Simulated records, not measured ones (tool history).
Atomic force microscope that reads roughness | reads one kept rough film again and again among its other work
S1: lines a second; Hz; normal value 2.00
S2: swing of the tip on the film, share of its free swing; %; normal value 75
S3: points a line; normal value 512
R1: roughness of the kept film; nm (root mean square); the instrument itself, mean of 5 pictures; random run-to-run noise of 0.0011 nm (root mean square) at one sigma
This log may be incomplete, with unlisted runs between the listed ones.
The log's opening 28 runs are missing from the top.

run    hour    S1  S2   S3     R1
 29   636.2  3.93  75  512  0.545
 30   661.6  0.51  75  368  0.688
 31   678.8  0.51  75  368  0.685
 32   705.7  1.29  80  512  0.630
 33   727.9  0.59  69  415  0.691
 34   752.8  3.63  72  280  0.567
 35   775.3  2.00  70  922  0.635
      786.6  -- new tip fitted
 36   805.7  2.00  72  617  0.637
 37   822.9  0.51  73  447  0.694
 38   851.4  0.51  73  729  0.695
 39   873.0  2.00  58  484  0.680
 40   887.4  2.00  58  484  0.679
 41   917.4  2.00  58  484  0.677
 42   946.6  2.72  64  536  0.643
 43   964.5  2.72  64  536  0.640
 44   983.2  2.72  64  536  0.640
 45  1014.6  1.63  75  740  0.632
 46  1039.4  1.20  71  512  0.662
     1048.7  -- new tip fitted
 47  1071.0  1.51  71  465  0.659
 48  1101.9  1.51  71  465  0.655
 49  1120.4  1.51  71  465  0.657
 50  1145.6  1.51  71  465  0.655
 51  1162.2  1.51  71  465  0.655
 52  1189.5  1.51  87  575  0.588
 53  1219.4  1.01  75  781  0.664

Forecast each of these 4 alternatives for the next run:
  A  1238.0  1.27  87  545   ?
  B  1238.0  0.60  75  781   ?
  C  1238.0  0.84  75  638   ?
  D  1238.0  2.00  68  512   ?

run     R1
  A  0.604
  B  0.684
  C  0.671
  D  0.646
The same runs, with their run-to-run variation unchanged, on a tool lacking any hidden condition would have given:
run     R1
  A  0.604
  B  0.684
  C  0.671
  D  0.646
